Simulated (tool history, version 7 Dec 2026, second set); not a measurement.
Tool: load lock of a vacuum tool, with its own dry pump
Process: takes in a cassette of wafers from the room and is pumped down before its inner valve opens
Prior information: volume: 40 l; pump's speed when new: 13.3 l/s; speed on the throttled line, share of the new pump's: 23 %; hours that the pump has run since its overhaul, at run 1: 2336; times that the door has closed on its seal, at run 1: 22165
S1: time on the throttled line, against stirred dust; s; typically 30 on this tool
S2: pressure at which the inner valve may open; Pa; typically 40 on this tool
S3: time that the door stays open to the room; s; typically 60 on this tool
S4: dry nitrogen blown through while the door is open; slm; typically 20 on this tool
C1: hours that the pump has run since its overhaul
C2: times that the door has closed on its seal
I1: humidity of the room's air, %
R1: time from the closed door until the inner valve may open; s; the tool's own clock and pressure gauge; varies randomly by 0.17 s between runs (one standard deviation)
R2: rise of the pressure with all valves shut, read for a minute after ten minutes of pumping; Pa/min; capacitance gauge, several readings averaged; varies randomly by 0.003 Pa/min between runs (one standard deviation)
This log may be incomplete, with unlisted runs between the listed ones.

run 1 hour=0 | S1=30 S2=40 S3=60 S4=20 | C1=2336 C2=22165 | I1=45.4 | R1=46.6 R2=0.248
run 2 hour=118.6 | S1=30 S2=40 S3=60 S4=20 | C1=2454 C2=22700 | I1=48.3 | R1=46.6 R2=0.265
run 3 hour=299 | S1=30 S2=40 S3=60 S4=6 | C1=2635 C2=23513 | I1=48 | R1=47.1 R2=0.3
run 4 hour=489.5 | S1=30 S2=49 S3=60 S4=20 | C1=2825 C2=24371 | I1=46.3 | R1=46.2 R2=0.297
run 5 hour=642.4 | S1=30 S2=46 S3=60 S4=20 | C1=2978 C2=25060 | I1=43.6 | R1=46.4 R2=0.305
run 6 hour=821.8 | S1=30 S2=46 S3=60 S4=20 | C1=3158 C2=25868 | I1=45.2 | R1=46.8 R2=0.313
run 7 hour=948.2 | S1=30 S2=46 S3=60 S4=20 | C1=3284 C2=26438 | I1=43.1 | R1=46.7 R2=0.325
run 8 hour=1045.9 | S1=30 S2=46 S3=60 S4=20 | C1=3382 C2=26878 | I1=44.1 | R1=46.1 R2=0.343
run 9 hour=1204.6 | S1=30 S2=46 S3=60 S4=20 | C1=3540 C2=27593 | I1=45.5 | R1=46.7 R2=0.353
-- hour=1362.1 door's seal changed, seat wiped
run 10 hour=1383.9 | S1=30 S2=46 S3=60 S4=20 | C1=3718 C2=98 | I1=46.3 | R1=46.6 R2=0.044
run 11 hour=1511.6 | S1=30 S2=46 S3=60 S4=20 | C1=3846 C2=673 | I1=46 | R1=46.7 R2=0.043
run 12 hour=1648.2 | S1=30 S2=40 S3=60 S4=20 | C1=3983 C2=1289 | I1=43.3 | R1=47.2 R2=0.045
run 13 hour=1748.8 | S1=30 S2=40 S3=60 S4=20 | C1=4083 C2=1742 | I1=49.2 | R1=46.9 R2=0.048
run 14 hour=1935 | S1=30 S2=40 S3=60 S4=20 | C1=4269 C2=2581 | I1=48 | R1=47.3 R2=0.053
run 15 hour=2106.7 | S1=30 S2=40 S3=60 S4=20 | C1=4441 C2=3355 | I1=40.3 | R1=47 R2=0.05
run 16 hour=2215.8 | S1=30 S2=40 S3=60 S4=20 | C1=4550 C2=3847 | I1=42.2 | R1=47.4 R2=0.057
run 17 hour=2396.8 | S1=30 S2=40 S3=60 S4=20 | C1=4731 C2=4662 | I1=44.4 | R1=47.4 R2=0.07
run 18 hour=2495.9 | S1=30 S2=40 S3=209 S4=20 | C1=4830 C2=5109 | I1=42.5 | R1=47.5 R2=0.103
run 19 hour=2624.3 | S1=30 S2=44 S3=60 S4=20 | C1=4959 C2=5687 | I1=42.8 | R1=46.9 R2=0.067

Run 20 has not been measured yet. What should we expect?
run 20 hour=2799.4 | S1=58 S2=34 S3=189 S4=6 | C1=5134 C2=6476 | I1=47.5 | R1=? R2=?

R1: 68.8 s
R2: 0.159 Pa/min
With the hidden condition absent and the run-to-run variation left alone, this run would have shown R1 68.5 s, R2 0.121 Pa/min.

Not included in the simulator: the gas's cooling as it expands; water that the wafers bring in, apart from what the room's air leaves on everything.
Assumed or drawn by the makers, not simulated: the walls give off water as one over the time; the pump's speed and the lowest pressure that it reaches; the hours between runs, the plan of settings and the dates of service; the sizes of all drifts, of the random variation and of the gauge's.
